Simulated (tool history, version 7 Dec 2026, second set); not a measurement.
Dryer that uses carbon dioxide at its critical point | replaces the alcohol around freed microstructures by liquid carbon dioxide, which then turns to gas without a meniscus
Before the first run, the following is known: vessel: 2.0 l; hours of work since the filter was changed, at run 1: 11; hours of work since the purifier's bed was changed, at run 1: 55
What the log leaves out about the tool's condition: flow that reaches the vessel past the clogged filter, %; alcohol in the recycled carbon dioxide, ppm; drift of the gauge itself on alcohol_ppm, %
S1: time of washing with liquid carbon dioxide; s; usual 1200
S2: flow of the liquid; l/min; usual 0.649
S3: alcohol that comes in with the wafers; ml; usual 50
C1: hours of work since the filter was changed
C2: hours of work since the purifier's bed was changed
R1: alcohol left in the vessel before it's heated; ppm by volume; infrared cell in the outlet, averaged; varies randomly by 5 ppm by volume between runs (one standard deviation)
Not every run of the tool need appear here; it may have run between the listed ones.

run,hour,S1,S2,S3,C1,C2,R1
1,0,1200,0.649,50,11,55,61
2,5.3,1200,0.667,50,14,58,53
3,9.8,1200,0.667,50,16,60,49
4,15.7,1200,0.667,50,18,63,59
5,24.4,1200,0.667,50,22,67,60
6,30.5,1200,0.667,50,25,69,58
7,40.3,1200,0.667,50,30,74,64
8,47.1,1200,0.667,50,33,77,59
9,52.4,1200,0.667,50,35,79,61
10,61.5,1200,0.667,50,39,83,58
11,70.3,1200,0.649,50,43,87,69
12,78,1200,0.649,50,47,91,64
13,83.2,1200,0.649,50,49,93,76
14,91.7,1200,0.649,50,53,97,62
15,97.6,720,0.649,50,56,100,635
16,102.6,720,0.649,50,58,102,610
17,106.8,720,0.649,50,60,104,641
18,111.5,1200,0.649,50,62,106,68
19,119.5,1200,0.649,50,66,110,80
20,125.5,1200,0.649,50,68,112,80
21,129.6,1200,0.649,50,70,114,71
22,134.1,1200,0.649,50,72,116,76
23,141.6,1200,0.649,50,76,120,77

Run 24, settings as shown, results not yet in. Your forecast:
24,146.7,1200,0.649,50,78,122,?

Logged for run 24: R1 80 ppm by volume.
With the hidden condition absent and the run-to-run variation left alone, this run would have shown R1 47 ppm by volume.

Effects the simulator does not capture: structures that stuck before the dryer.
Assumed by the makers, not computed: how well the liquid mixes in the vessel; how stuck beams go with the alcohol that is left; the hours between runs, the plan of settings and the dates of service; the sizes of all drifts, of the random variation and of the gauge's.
